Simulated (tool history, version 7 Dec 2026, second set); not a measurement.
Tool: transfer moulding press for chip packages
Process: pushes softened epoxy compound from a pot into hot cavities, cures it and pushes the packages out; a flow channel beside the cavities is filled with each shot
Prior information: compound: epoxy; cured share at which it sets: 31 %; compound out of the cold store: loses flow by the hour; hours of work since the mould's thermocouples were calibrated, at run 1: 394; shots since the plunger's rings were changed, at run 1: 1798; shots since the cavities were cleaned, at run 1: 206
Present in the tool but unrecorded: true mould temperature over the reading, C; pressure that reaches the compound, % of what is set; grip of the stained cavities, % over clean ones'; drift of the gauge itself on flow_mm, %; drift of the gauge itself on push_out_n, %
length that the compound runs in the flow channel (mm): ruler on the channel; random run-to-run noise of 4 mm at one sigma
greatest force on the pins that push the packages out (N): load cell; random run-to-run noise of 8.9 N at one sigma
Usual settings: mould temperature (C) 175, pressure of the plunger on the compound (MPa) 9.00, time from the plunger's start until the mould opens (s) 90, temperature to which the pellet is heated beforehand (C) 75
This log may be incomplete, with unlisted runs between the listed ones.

run	hour	mould temperature (C)	pressure of the plunger on the compound (MPa)	time from the plunger's start until the mould opens (s)	temperature to which the pellet is heated beforehand (C)	hours of work since the mould's thermocouples were calibrated	shots since the plunger's rings were changed	shots since the cavities were cleaned	incoming compound's hours out of the cold store	length that the compound runs in the flow channel (mm)	greatest force on the pins that push the packages out (N)
1	0.0	175	9.00	90	75	394	1798	206	39.0	682	480
2	31.0	175	10.93	90	75	416	2208	616	8.5	838	573
# hour 42.0: cavities cleaned with cleaning compound and waxed
3	52.7	175	9.00	90	75	430	2473	141	45.8	652	630
4	77.6	175	8.74	90	75	447	2802	470	36.6	658	649
# hour 97.8: cavities cleaned with cleaning compound and waxed
5	98.3	173	8.74	90	75	460	3055	7	9.4	733	458
# hour 118.1: cavities cleaned with cleaning compound and waxed, once more
6	120.0	173	8.74	90	75	474	3321	26	44.5	637	450
7	147.6	173	8.74	90	75	493	3685	390	12.6	714	618
# hour 161.8: plunger's sealing rings changed
8	164.2	173	8.74	90	75	503	32	576	11.2	767	642
# hour 176.8: cavities cleaned with cleaning compound and waxed
# hour 192.1: mould's thermocouples calibrated
9	193.5	173	8.74	90	75	1	371	193	10.5	772	564
10	215.1	173	8.74	90	75	16	657	479	37.2	696	624
11	228.8	175	9.17	90	75	25	837	659	45.4	683	592
# hour 235.0: cavities cleaned with cleaning compound and waxed
12	257.7	175	9.17	90	75	44	1198	299	38.1	701	525
13	285.2	175	9.17	90	75	64	1561	662	29.1	716	605
# hour 291.8: cavities cleaned with cleaning compound and waxed
14	317.8	175	9.17	90	75	85	1971	343	21.7	730	562
15	339.5	175	9.17	90	75	100	2257	629	14.6	748	604
# hour 348.6: cavities cleaned with cleaning compound and waxed
16	357.3	173	9.17	128	75	112	2472	114	30.1	702	387
17	383.8	168	9.00	90	67	130	2822	464	20.3	726	890
# hour 404.3: cavities cleaned with cleaning compound and waxed
18	413.7	168	7.54	90	65	150	3196	124	42.9	604	708
19	433.6	175	9.00	90	79	163	3458	386	36.6	667	542
20	452.1	175	10.51	85	76	176	3702	630	10.4	788	679
# hour 461.3: cavities cleaned with cleaning compound and waxed
# hour 466.1: plunger's sealing rings changed
21	480.0	175	10.51	85	76	193	184	214	41.7	749	532
22	495.3	175	10.51	85	76	203	384	414	39.9	746	600
23	514.0	175	7.70	92	78	216	631	661	8.7	721	603
# hour 520.7: cavities cleaned with cleaning compound and waxed
24	541.5	175	7.70	92	78	234	973	273	27.1	666	510
25	563.7	168	7.99	71	68	250	1267	567	27.9	693	1515
# hour 576.8: cavities cleaned with cleaning compound and waxed
26	591.2	168	7.99	71	68	268	1609	190	33.9	663	1302
27	620.1	174	9.00	85	82	288	1991	572	12.1	748	686

Each row is a separate what-if for the run after 27, all from the same tool condition, not one after another. Results?
# hour 633.2: cavities cleaned with cleaning compound and waxed
A	640.4	182	7.52	85	82	301	2238	95	39.5	?	?
# hour 633.2: cavities cleaned with cleaning compound and waxed
B	640.4	175	9.00	90	80	301	2238	95	16.2	?	?
# hour 633.2: cavities cleaned with cleaning compound and waxed
C	640.4	174	7.03	85	82	301	2238	95	31.7	?	?
# hour 633.2: cavities cleaned with cleaning compound and waxed
D	640.4	181	9.40	90	67	301	2238	95	20.2	?	?

run	length that the compound runs in the flow channel (mm)	greatest force on the pins that push the packages out (N)
A	607	392
B	731	439
C	614	519
D	728	379
Without the tool's hidden state the same runs would have given:
run	length that the compound runs in the flow channel (mm)	greatest force on the pins that push the packages out (N)
A	634	354
B	764	402
C	641	479
D	760	343
